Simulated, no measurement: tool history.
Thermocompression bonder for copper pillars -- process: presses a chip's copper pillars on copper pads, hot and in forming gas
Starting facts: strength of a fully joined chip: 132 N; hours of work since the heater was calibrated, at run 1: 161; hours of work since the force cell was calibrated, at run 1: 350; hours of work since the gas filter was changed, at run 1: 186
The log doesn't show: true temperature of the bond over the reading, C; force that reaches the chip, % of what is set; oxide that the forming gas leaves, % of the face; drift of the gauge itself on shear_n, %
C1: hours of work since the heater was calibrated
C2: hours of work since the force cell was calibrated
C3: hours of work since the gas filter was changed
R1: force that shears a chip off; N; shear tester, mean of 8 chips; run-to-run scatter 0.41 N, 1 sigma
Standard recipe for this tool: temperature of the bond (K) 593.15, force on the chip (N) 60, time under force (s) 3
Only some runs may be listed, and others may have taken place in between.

{"run": 1, "hour": 0.0, "temperature of the bond (K)": 593.15, "force on the chip (N)": 60, "time under force (s)": 3, "C1": 161, "C2": 350, "C3": 186, "R1": 82.6}
{"run": 2, "hour": 6.9, "temperature of the bond (K)": 593.15, "force on the chip (N)": 60, "time under force (s)": 3, "C1": 164, "C2": 353, "C3": 189, "R1": 81.8}
{"run": 3, "hour": 12.7, "temperature of the bond (K)": 593.15, "force on the chip (N)": 56, "time under force (s)": 3, "C1": 167, "C2": 356, "C3": 192, "R1": 78.9}
{"hour": 16.1, "done": "forming gas filter changed"}
{"run": 4, "hour": 19.2, "temperature of the bond (K)": 593.15, "force on the chip (N)": 56, "time under force (s)": 3, "C1": 169, "C2": 358, "C3": 1, "R1": 85.1}
{"run": 5, "hour": 23.5, "temperature of the bond (K)": 593.15, "force on the chip (N)": 56, "time under force (s)": 3, "C1": 171, "C2": 360, "C3": 3, "R1": 85}
{"run": 6, "hour": 32.8, "temperature of the bond (K)": 593.15, "force on the chip (N)": 60, "time under force (s)": 3, "C1": 175, "C2": 364, "C3": 7, "R1": 89.2}
{"run": 7, "hour": 42.0, "temperature of the bond (K)": 593.15, "force on the chip (N)": 60, "time under force (s)": 3, "C1": 179, "C2": 369, "C3": 11, "R1": 88.8}
{"run": 8, "hour": 50.3, "temperature of the bond (K)": 593.15, "force on the chip (N)": 60, "time under force (s)": 3, "C1": 183, "C2": 372, "C3": 15, "R1": 88.6}
{"run": 9, "hour": 55.3, "temperature of the bond (K)": 593.15, "force on the chip (N)": 60, "time under force (s)": 3, "C1": 185, "C2": 374, "C3": 17, "R1": 88.1}
{"run": 10, "hour": 61.6, "temperature of the bond (K)": 584.15, "force on the chip (N)": 60, "time under force (s)": 3, "C1": 188, "C2": 377, "C3": 20, "R1": 83.7}
{"run": 11, "hour": 70.5, "temperature of the bond (K)": 584.15, "force on the chip (N)": 60, "time under force (s)": 3, "C1": 192, "C2": 381, "C3": 24, "R1": 83}
{"run": 12, "hour": 78.4, "temperature of the bond (K)": 584.15, "force on the chip (N)": 60, "time under force (s)": 3, "C1": 195, "C2": 385, "C3": 27, "R1": 83.4}
{"run": 13, "hour": 84.2, "temperature of the bond (K)": 593.15, "force on the chip (N)": 60, "time under force (s)": 3, "C1": 198, "C2": 387, "C3": 30, "R1": 88.2}
{"run": 14, "hour": 91.9, "temperature of the bond (K)": 593.15, "force on the chip (N)": 50, "time under force (s)": 3, "C1": 201, "C2": 390, "C3": 33, "R1": 78.1}
{"hour": 94.2, "done": "force cell calibrated"}
{"run": 15, "hour": 97.6, "temperature of the bond (K)": 593.15, "force on the chip (N)": 50, "time under force (s)": 3, "C1": 203, "C2": 1, "C3": 35, "R1": 77.3}
{"run": 16, "hour": 105.5, "temperature of the bond (K)": 593.15, "force on the chip (N)": 50, "time under force (s)": 4, "C1": 207, "C2": 5, "C3": 39, "R1": 83.9}
{"run": 17, "hour": 112.6, "temperature of the bond (K)": 593.15, "force on the chip (N)": 60, "time under force (s)": 3, "C1": 210, "C2": 8, "C3": 42, "R1": 87.1}
{"run": 18, "hour": 119.1, "temperature of the bond (K)": 593.15, "force on the chip (N)": 60, "time under force (s)": 3, "C1": 213, "C2": 11, "C3": 45, "R1": 86.5}
{"hour": 128.5, "done": "force cell calibrated, once more"}
{"run": 19, "hour": 130.1, "temperature of the bond (K)": 593.15, "force on the chip (N)": 60, "time under force (s)": 3, "C1": 217, "C2": 1, "C3": 49, "R1": 88.7}
{"run": 20, "hour": 136.0, "temperature of the bond (K)": 593.15, "force on the chip (N)": 60, "time under force (s)": 3, "C1": 219, "C2": 3, "C3": 51, "R1": 87.9}
{"run": 21, "hour": 140.9, "temperature of the bond (K)": 593.15, "force on the chip (N)": 60, "time under force (s)": 3, "C1": 222, "C2": 5, "C3": 54, "R1": 88.9}
{"run": 22, "hour": 145.0, "temperature of the bond (K)": 565.15, "force on the chip (N)": 87, "time under force (s)": 3, "C1": 223, "C2": 7, "C3": 55, "R1": 93.1}
{"run": 23, "hour": 150.4, "temperature of the bond (K)": 563.15, "force on the chip (N)": 73, "time under force (s)": 4, "C1": 226, "C2": 10, "C3": 58, "R1": 89.4}
{"run": 24, "hour": 155.3, "temperature of the bond (K)": 563.15, "force on the chip (N)": 73, "time under force (s)": 4, "C1": 228, "C2": 12, "C3": 60, "R1": 89.9}
{"run": 25, "hour": 162.5, "temperature of the bond (K)": 563.15, "force on the chip (N)": 73, "time under force (s)": 4, "C1": 231, "C2": 15, "C3": 63, "R1": 88.6}
{"run": 26, "hour": 169.5, "temperature of the bond (K)": 563.15, "force on the chip (N)": 73, "time under force (s)": 4, "C1": 234, "C2": 18, "C3": 66, "R1": 88.9}
{"run": 27, "hour": 174.8, "temperature of the bond (K)": 620.15, "force on the chip (N)": 62, "time under force (s)": 3, "C1": 236, "C2": 20, "C3": 68, "R1": 101.2}
{"run": 28, "hour": 180.2, "temperature of the bond (K)": 620.15, "force on the chip (N)": 62, "time under force (s)": 3, "C1": 239, "C2": 23, "C3": 71, "R1": 100.9}
{"run": 29, "hour": 185.0, "temperature of the bond (K)": 572.15, "force on the chip (N)": 60, "time under force (s)": 5, "C1": 241, "C2": 25, "C3": 73, "R1": 89.1}
{"run": 30, "hour": 189.6, "temperature of the bond (K)": 572.15, "force on the chip (N)": 60, "time under force (s)": 5, "C1": 243, "C2": 27, "C3": 75, "R1": 88.6}
{"run": 31, "hour": 197.9, "temperature of the bond (K)": 572.15, "force on the chip (N)": 60, "time under force (s)": 5, "C1": 247, "C2": 31, "C3": 79, "R1": 88.4}
{"run": 32, "hour": 204.9, "temperature of the bond (K)": 620.15, "force on the chip (N)": 45, "time under force (s)": 3, "C1": 250, "C2": 34, "C3": 82, "R1": 85.1}
{"run": 33, "hour": 212.1, "temperature of the bond (K)": 617.15, "force on the chip (N)": 71, "time under force (s)": 8, "C1": 253, "C2": 37, "C3": 85, "R1": 120.4}
{"run": 34, "hour": 220.1, "temperature of the bond (K)": 592.15, "force on the chip (N)": 60, "time under force (s)": 3, "C1": 256, "C2": 40, "C3": 88, "R1": 86.8}
{"run": 35, "hour": 224.6, "temperature of the bond (K)": 619.15, "force on the chip (N)": 76, "time under force (s)": 3, "C1": 258, "C2": 42, "C3": 90, "R1": 109.7}
{"run": 36, "hour": 232.5, "temperature of the bond (K)": 619.15, "force on the chip (N)": 76, "time under force (s)": 3, "C1": 262, "C2": 46, "C3": 94, "R1": 108.6}

What if the next run were any one of these 4? Each begins from the tool's condition after run 36:
{"run": "A", "hour": 240.2, "temperature of the bond (K)": 592.15, "force on the chip (N)": 60, "time under force (s)": 2, "C1": 265, "C2": 49, "C3": 97, "R1": "?"}
{"run": "B", "hour": 240.2, "temperature of the bond (K)": 588.15, "force on the chip (N)": 76, "time under force (s)": 3, "C1": 265, "C2": 49, "C3": 97, "R1": "?"}
{"run": "C", "hour": 240.2, "temperature of the bond (K)": 615.15, "force on the chip (N)": 60, "time under force (s)": 4, "C1": 265, "C2": 49, "C3": 97, "R1": "?"}
{"run": "D", "hour": 240.2, "temperature of the bond (K)": 620.15, "force on the chip (N)": 88, "time under force (s)": 3, "C1": 265, "C2": 49, "C3": 97, "R1": "?"}

run=A R1=76.6
run=B R1=96.1
run=C R1=102.6
run=D R1=114.1
With the hidden condition removed and each run's random variation left untouched, the same runs would have given:
run=A R1=78.6
run=B R1=99.1
run=C R1=106
run=D R1=118.3
